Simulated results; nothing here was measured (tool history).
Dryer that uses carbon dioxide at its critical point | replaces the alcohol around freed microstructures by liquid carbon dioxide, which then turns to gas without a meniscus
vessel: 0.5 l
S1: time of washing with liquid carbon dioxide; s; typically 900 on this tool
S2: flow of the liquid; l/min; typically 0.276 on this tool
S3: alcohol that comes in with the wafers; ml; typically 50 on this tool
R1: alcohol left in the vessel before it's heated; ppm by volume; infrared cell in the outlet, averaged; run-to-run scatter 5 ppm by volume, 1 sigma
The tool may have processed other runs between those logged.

run 1 day=0 | S1=900 S2=0.276 S3=50 | R1=273
run 2 day=1.475 | S1=600 S2=0.276 S3=50 | R1=709
run 3 day=2.858 | S1=600 S2=0.276 S3=50 | R1=768
run 4 day=4.496 | S1=600 S2=0.276 S3=50 | R1=827
run 5 day=6.029 | S1=600 S2=0.276 S3=50 | R1=845
run 6 day=8.475 | S1=600 S2=0.276 S3=50 | R1=935
run 7 day=10.692 | S1=900 S2=0.276 S3=50 | R1=275
run 8 day=12 | S1=900 S2=0.276 S3=50 | R1=290
run 9 day=13.971 | S1=900 S2=0.276 S3=50 | R1=316
run 10 day=15.262 | S1=900 S2=0.276 S3=50 | R1=327
run 11 day=18.012 | S1=900 S2=0.276 S3=50 | R1=282
run 12 day=19.667 | S1=900 S2=0.276 S3=58 | R1=53
run 13 day=21.358 | S1=1260 S2=0.276 S3=50 | R1=11
run 14 day=23.383 | S1=900 S2=0.276 S3=50 | R1=89
run 15 day=25.708 | S1=900 S2=0.276 S3=50 | R1=101
run 16 day=27.483 | S1=900 S2=0.276 S3=50 | R1=114
run 17 day=29.112 | S1=900 S2=0.276 S3=50 | R1=137
run 18 day=31.2 | S1=900 S2=0.276 S3=50 | R1=151
run 19 day=33.762 | S1=900 S2=0.193 S3=50 | R1=570
run 20 day=36.067 | S1=900 S2=0.276 S3=50 | R1=126
run 21 day=38.012 | S1=900 S2=0.276 S3=50 | R1=136
run 22 day=39.642 | S1=900 S2=0.276 S3=50 | R1=146
run 23 day=42.179 | S1=900 S2=0.276 S3=50 | R1=164
run 24 day=44.062 | S1=900 S2=0.276 S3=50 | R1=183
run 25 day=46.862 | S1=900 S2=0.276 S3=50 | R1=212
run 26 day=49.162 | S1=900 S2=0.276 S3=50 | R1=159
run 27 day=50.896 | S1=900 S2=0.276 S3=24 | R1=168
run 28 day=53.354 | S1=900 S2=0.289 S3=78 | R1=209
run 29 day=55.612 | S1=1200 S2=0.168 S3=90 | R1=706
run 30 day=57.162 | S1=720 S2=0.356 S3=20 | R1=192
run 31 day=59.146 | S1=720 S2=0.356 S3=20 | R1=195
run 32 day=61.233 | S1=1380 S2=0.166 S3=68 | R1=434
run 33 day=63.879 | S1=1380 S2=0.166 S3=68 | R1=322
run 34 day=65.658 | S1=540 S2=0.226 S3=89 | R1=4323
run 35 day=68.088 | S1=900 S2=0.322 S3=50 | R1=226
run 36 day=69.379 | S1=540 S2=0.326 S3=119 | R1=1277
run 37 day=70.792 | S1=540 S2=0.326 S3=119 | R1=1356
run 38 day=72.321 | S1=540 S2=0.326 S3=119 | R1=1397
run 39 day=74.825 | S1=540 S2=0.455 S3=119 | R1=373
run 40 day=76.979 | S1=540 S2=0.455 S3=119 | R1=412
run 41 day=78.467 | S1=1020 S2=0.184 S3=45 | R1=537
run 42 day=80.367 | S1=840 S2=0.419 S3=37 | R1=16
run 43 day=81.762 | S1=840 S2=0.419 S3=37 | R1=26
run 44 day=84.1 | S1=840 S2=0.419 S3=37 | R1=37
run 45 day=85.65 | S1=840 S2=0.419 S3=37 | R1=38
run 46 day=87.075 | S1=900 S2=0.276 S3=93 | R1=135
run 47 day=88.675 | S1=900 S2=0.289 S3=50 | R1=105

Missing from the log above: 8 entries noted between runs. For each, name the pair of listed runs it sits between and say how the tool's hidden condition differs from the listed run just before to the listed run just after:
In the gap between runs 1 and 2: inlet filter changed (day 0.588)
  flow that reaches the vessel past the clogged filter, %: 86.9 -> 98.6; alcohol in the recycled carbon dioxide, ppm: 166 -> 172.2
  measured result minus the result with no hidden state, R1: +232 -> +202 ppm by volume
In the gap between runs 10 and 11: inlet filter changed (day 16.438)
  flow that reaches the vessel past the clogged filter, %: 88.3 -> 98.2; alcohol in the recycled carbon dioxide, ppm: 232.2 -> 244.2
  measured result minus the result with no hidden state, R1: +287 -> +239 ppm by volume
In the gap between runs 11 and 12: purifier's bed changed (day 19.579)
  flow that reaches the vessel past the clogged filter, %: 98.2 -> 97.1; alcohol in the recycled carbon dioxide, ppm: 244.2 -> 6.2
  measured result minus the result with no hidden state, R1: +239 -> +12 ppm by volume
In the gap between runs 18 and 19: inlet filter changed (day 32.262)
  flow that reaches the vessel past the clogged filter, %: 88.5 -> 98.8; alcohol in the recycled carbon dioxide, ppm: 56 -> 66.6
  measured result minus the result with no hidden state, R1: +107 -> +91 ppm by volume
In the gap between runs 25 and 26: inlet filter changed (day 48.021)
  flow that reaches the vessel past the clogged filter, %: 89 -> 99; alcohol in the recycled carbon dioxide, ppm: 123.4 -> 133.1
  measured result minus the result with no hidden state, R1: +169 -> +129 ppm by volume
In the gap between runs 32 and 33: inlet filter changed (day 63.788)
  flow that reaches the vessel past the clogged filter, %: 90.2 -> 99.9; alcohol in the recycled carbon dioxide, ppm: 182.9 -> 194.8
  measured result minus the result with no hidden state, R1: +305 -> +191 ppm by volume
In the gap between runs 40 and 41: purifier's bed changed (day 77.729)
  flow that reaches the vessel past the clogged filter, %: 90.7 -> 89.7; alcohol in the recycled carbon dioxide, ppm: 251.2 -> 8.4
  measured result minus the result with no hidden state, R1: +325 -> +240 ppm by volume
In the gap between runs 41 and 42: inlet filter changed (day 79.617)
  flow that reaches the vessel past the clogged filter, %: 89.7 -> 99.2; alcohol in the recycled carbon dioxide, ppm: 8.4 -> 16.8
  measured result minus the result with no hidden state, R1: +240 -> +12 ppm by volume
